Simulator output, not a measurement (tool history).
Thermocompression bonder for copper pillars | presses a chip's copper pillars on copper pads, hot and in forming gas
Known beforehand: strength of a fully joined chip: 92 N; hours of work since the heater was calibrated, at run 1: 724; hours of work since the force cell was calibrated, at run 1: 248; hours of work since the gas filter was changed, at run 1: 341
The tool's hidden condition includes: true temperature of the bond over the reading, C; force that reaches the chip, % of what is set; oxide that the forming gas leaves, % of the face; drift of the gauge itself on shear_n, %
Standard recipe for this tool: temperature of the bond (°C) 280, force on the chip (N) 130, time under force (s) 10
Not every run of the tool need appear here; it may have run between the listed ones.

run   hour  temperature of the bond (°C)  force on the chip (N)  time under force (s)  hours of work since the heater was calibrated  hours of work since the force cell was calibrated  hours of work since the gas filter was changed  force that shears a chip off (N)
  1    0.0                           280                    130                    10                                            724                                                248                                             341                              35.7
  2    4.9                           280                    130                    10                                            728                                                252                                             345                              36.0
  3   10.5                           280                     85                    10                                            732                                                256                                             349                              26.3
  4   18.4                           280                     84                    10                                            738                                                262                                             355                              27.2
  5   27.0                           280                     84                    10                                            745                                                269                                             362                              26.8
  6   34.1                           280                    179                    10                                            750                                                274                                             367                              43.9
  7   40.6                           280                    179                    10                                            755                                                279                                             372                              44.0
  8   49.2                           280                    130                     8                                            761                                                285                                             378                              32.7
  9   55.9                           280                    130                     8                                            766                                                290                                             383                              32.9
 10   64.8                           280                    130                     8                                            773                                                297                                             390                              33.2
 11   69.5                           297                    130                    10                                            777                                                300                                             394                              44.2
 12   78.0                           297                    130                    10                                            783                                                307                                             400                              44.6
 13   83.0                           280                     90                    10                                            787                                                311                                             404                              27.9
 14   93.3                           280                     90                    10                                            795                                                318                                             412                              28.1
 15   98.3                           280                     90                    10                                            798                                                322                                             415                              28.1
 16  103.0                           263                    131                     8                                            802                                                326                                             419                              26.5
 17  109.1                           263                    140                    12                                            806                                                330                                             423                              32.4
 18  114.2                           302                    140                    25                                            810                                                334                                             427                              63.4
 19  122.9                           278                     80                    12                                            817                                                341                                             434                              27.3
 20  130.5                           269                     90                     7                                            822                                                346                                             439                              20.6
 21  135.7                           309                     90                     7                                            826                                                350                                             443                              36.2
 22  142.3                           309                     90                     7                                            831                                                355                                             448                              36.5
 23  151.3                           284                    102                    23                                            838                                                362                                             455                              43.5
 24  160.4                           284                    102                    23                                            845                                                369                                             462                              44.6
     161.4  -- forming gas filter changed
 25  166.1                           284                    102                    23                                            849                                                373                                               4                              47.7
 26  170.4                           273                    192                    10                                            852                                                376                                               7                              44.2
 27  178.4                           300                    128                     7                                            858                                                382                                              13                              43.6
 28  184.2                           300                    128                     7                                            862                                                386                                              17                              43.6
 29  193.5                           263                     93                    17                                            869                                                393                                              24                              29.8
 30  201.2                           263                     93                    17                                            875                                                399                                              30                              29.1

Predict each of these 5 candidate next runs independently; none follows another, all start after run 30:
  A  209.7                           263                    158                    17                                            882                                                405                                              36                                 ?
  B  209.7                           287                    178                    29                                            882                                                405                                              36                                 ?
  C  209.7                           253                     82                    17                                            882                                                405                                              36                                 ?
  D  209.7                           280                    130                    28                                            882                                                405                                              36                                 ?
  E  209.7                           280                    130                    17                                            882                                                405                                              36                                 ?

run  force that shears a chip off (N)
  A                              42.2
  B                              68.3
  C                              23.0
  D                              54.5
  E                              47.3
Stripped of hidden state, with their random variation kept, the same runs would have yielded:
run  force that shears a chip off (N)
  A                              36.0
  B                              62.2
  C                              18.9
  D                              48.0
  E                              41.1

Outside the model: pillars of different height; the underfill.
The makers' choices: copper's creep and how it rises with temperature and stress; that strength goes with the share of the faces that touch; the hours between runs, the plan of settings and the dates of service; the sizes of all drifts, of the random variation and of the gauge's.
